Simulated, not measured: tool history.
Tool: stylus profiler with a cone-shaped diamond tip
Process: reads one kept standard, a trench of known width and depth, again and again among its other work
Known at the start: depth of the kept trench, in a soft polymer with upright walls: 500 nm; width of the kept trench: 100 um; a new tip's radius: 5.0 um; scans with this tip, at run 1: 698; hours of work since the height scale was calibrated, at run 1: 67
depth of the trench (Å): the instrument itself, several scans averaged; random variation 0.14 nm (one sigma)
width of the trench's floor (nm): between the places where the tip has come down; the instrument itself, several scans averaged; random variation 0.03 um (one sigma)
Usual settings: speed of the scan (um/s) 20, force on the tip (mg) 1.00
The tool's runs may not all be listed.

| run | hour | speed of the scan (um/s) | force on the tip (mg) | scans with this tip | hours of work since the height scale was calibrated | depth of the trench (Å) | width of the trench's floor (nm) |
|---|---|---|---|---|---|---|---|
| 1 | 0.0 | 20 | 1.00 | 698 | 67 | 5049.1 | 95460 |
| 2 | 30.1 | 20 | 2.46 | 827 | 80 | 5088.8 | 95470 |
| 3 | 58.4 | 20 | 0.82 | 948 | 91 | 5042.8 | 95430 |
| 4 | 81.8 | 20 | 1.00 | 1049 | 101 | 5047.6 | 95420 |
| 5 | 109.8 | 58 | 1.00 | 1169 | 113 | 5050.5 | 95190 |
| 6 | 140.1 | 9 | 1.00 | 1299 | 125 | 5051.2 | 95440 |
| 7 | 162.5 | 9 | 1.00 | 1395 | 134 | 5048.8 | 95440 |
| 8 | 182.5 | 9 | 1.00 | 1481 | 143 | 5052.0 | 95440 |
| 9 | 222.4 | 20 | 1.60 | 1652 | 159 | 5070.2 | 95340 |
| 10 | 245.5 | 6 | 1.00 | 1752 | 169 | 5051.6 | 95380 |
| 11 | 281.5 | 6 | 1.00 | 1906 | 183 | 5050.2 | 95390 |
| 12 | 301.1 | 20 | 0.35 | 1991 | 192 | 5026.8 | 95210 |
| 13 | 331.5 | 20 | 0.35 | 2121 | 204 | 5028.2 | 95190 |
| 14 | 367.5 | 20 | 2.72 | 2275 | 219 | 5094.3 | 95330 |
| 15 | 390.4 | 20 | 2.72 | 2374 | 228 | 5096.2 | 95210 |
| 16 | 417.2 | 20 | 0.37 | 2489 | 240 | 5029.6 | 95110 |
| 17 | 435.1 | 20 | 0.37 | 2566 | 247 | 5029.7 | 95100 |
| 18 | 452.3 | 5 | 0.78 | 2640 | 254 | 5045.8 | 95250 |
| 19 | 487.7 | 6 | 0.50 | 2792 | 269 | 5037.9 | 95210 |
| 20 | 513.6 | 20 | 0.39 | 2903 | 279 | 5033.8 | 95090 |
| 21 | 537.5 | 20 | 0.53 | 3006 | 289 | 5037.5 | 95090 |
| 22 | 555.5 | 27 | 2.05 | 3083 | 297 | 5080.7 | 95140 |
| 23 | 582.5 | 38 | 1.76 | 3199 | 308 | 5078.9 | 95080 |
| 24 | 601.5 | 5 | 0.59 | 3280 | 316 | 5039.1 | 95080 |
| 25 | 633.3 | 13 | 2.99 | 3417 | 329 | 5103.9 | 95230 |
| 26 | 665.8 | 11 | 1.82 | 3557 | 342 | 5077.1 | 95110 |
| 27 | 689.7 | 7 | 0.53 | 3659 | 352 | 5037.6 | 95070 |

3 ways to go on from here, each from the tool as it stands after run 27. What would each give?
| A | 721.4 | 32 | 0.98 | 3795 | 365 | ? | ? |
| B | 721.4 | 53 | 2.48 | 3795 | 365 | ? | ? |
| C | 721.4 | 6 | 0.60 | 3795 | 365 | ? | ? |

| run | depth of the trench (Å) | width of the trench's floor (nm) |
|---|---|---|
| A | 5053.9 | 94900 |
| B | 5094.2 | 94900 |
| C | 5040.6 | 95010 |
Without the tool's hidden state the same runs would have given:
| run | depth of the trench (Å) | width of the trench's floor (nm) |
|---|---|---|
| A | 5044.5 | 95410 |
| B | 5084.6 | 95410 |
| C | 5031.2 | 95530 |

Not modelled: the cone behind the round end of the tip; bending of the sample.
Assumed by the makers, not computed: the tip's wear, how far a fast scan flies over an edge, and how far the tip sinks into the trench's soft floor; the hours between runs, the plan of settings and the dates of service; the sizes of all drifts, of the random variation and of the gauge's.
